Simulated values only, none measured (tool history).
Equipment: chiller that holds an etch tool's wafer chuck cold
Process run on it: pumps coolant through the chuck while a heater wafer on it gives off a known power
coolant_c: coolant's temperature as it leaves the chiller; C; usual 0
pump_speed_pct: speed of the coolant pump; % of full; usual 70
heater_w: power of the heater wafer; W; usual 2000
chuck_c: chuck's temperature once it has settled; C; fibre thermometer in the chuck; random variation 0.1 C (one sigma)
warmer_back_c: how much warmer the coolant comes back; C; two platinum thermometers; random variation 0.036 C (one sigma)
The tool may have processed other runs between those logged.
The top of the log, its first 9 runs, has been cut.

run	hour	coolant_c	pump_speed_pct	heater_w	hours since the coolant was changed and the channels were flushed	hours since the pump was overhauled	hours since the chiller's thermometer was calibrated	chuck_c	warmer_back_c
10	383.5	0	70	2000	2172	1746	668	17.6	6.81
11	432.2	0	70	2000	2221	1794	717	17.7	6.74
12	488.7	0	70	2000	2277	1851	774	17.9	6.83
13	525.5	0	81	2000	2314	1888	810	16.2	5.86
14	578.3	0	81	2000	2367	1941	863	16.4	5.86
15	630.0	0	81	1597	2419	1992	915	12.9	4.63
16	662.4	0	70	2000	2451	2025	947	17.8	6.80
17	693.7	0	70	2000	2482	2056	979	18.0	6.83
18	732.4	0	70	2000	2521	2095	1017	18.1	6.80
19	788.4	9	62	2041	2577	2151	1073	29.1	7.95
20	838.9	9	72	1676	2627	2201	1124	23.9	5.58
21	899.1	-4	72	2007	2688	2261	1184	14.1	6.75
22	941.7	2	74	2007	2730	2304	1227	19.8	6.47
23	977.5	2	74	2007	2766	2340	1262	19.8	6.51
24	1031.5	2	74	2007	2820	2394	1316	20.0	6.61
25	1066.2	-4	70	1129	2855	2428	1351	6.5	3.92
# hour 1076.8: coolant changed, channels flushed
26	1121.0	-4	70	1129	44	2477	1400	5.0	3.92
27	1157.4	-4	70	1129	81	2514	1436	4.9	3.92
28	1193.1	-4	70	1129	116	2549	1472	4.9	3.93
29	1237.7	-4	70	1988	161	2594	1517	12.1	6.90
30	1281.7	-9	76	1445	205	2638	1561	2.0	4.59
31	1327.5	-9	76	1445	251	2684	1606	1.9	4.57

Below are 4 alternative next runs, each starting from the tool's condition after run 31. Predict each:
A	1375.3	-9	76	1350	299	2732	1654	?	?
B	1375.3	1	68	2076	299	2732	1654	?	?
C	1375.3	5	70	1490	299	2732	1654	?	?
D	1375.3	-9	76	1023	299	2732	1654	?	?

run	chuck_c	warmer_back_c
A	1.1	4.38
B	18.1	7.55
C	17.0	5.18
D	-1.3	3.24
With no hidden state in the tool, these same runs would have given:
run	chuck_c	warmer_back_c
A	0.7	4.00
B	17.1	6.89
C	16.4	4.72
D	-1.6	2.96
